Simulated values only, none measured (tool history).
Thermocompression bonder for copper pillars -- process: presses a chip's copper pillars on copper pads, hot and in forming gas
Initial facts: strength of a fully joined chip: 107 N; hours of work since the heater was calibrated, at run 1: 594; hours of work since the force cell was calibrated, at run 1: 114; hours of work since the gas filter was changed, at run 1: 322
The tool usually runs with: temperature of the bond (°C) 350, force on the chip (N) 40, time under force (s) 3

run,hour,temperature of the bond (°C),force on the chip (N),time under force (s),hours of work since the heater was calibrated,hours of work since the force cell was calibrated,hours of work since the gas filter was changed,force that shears a chip off (N)
1,0.0,350,40,3,594,114,322,54.7
2,7.0,350,40,3,599,119,327,54.8
3,17.8,350,40,3,607,127,335,54.5
4,30.1,350,54,3,615,135,344,67.1
5,41.2,350,54,3,623,143,352,67.3
6,48.1,350,54,3,628,148,356,66.7
7,57.5,350,31,8,635,155,363,62.8
8,67.0,350,31,8,641,161,370,62.4
9,74.4,350,31,8,647,167,375,62.0
10,84.4,350,24,3,654,174,382,35.7
11,89.5,378,28,2,657,177,386,45.7

Each row is a separate what-if for the run after 11, all from the same tool condition, not one after another. Results?
A,97.4,338,48,4,663,183,391,?
B,97.4,326,40,3,663,183,391,?
C,97.4,335,40,3,663,183,391,?

run,force that shears a chip off (N)
A,60.6
B,42.5
C,46.8
Had the tool no hidden state, the same runs would have come out as:
run,force that shears a chip off (N)
A,61.8
B,43.4
C,47.8
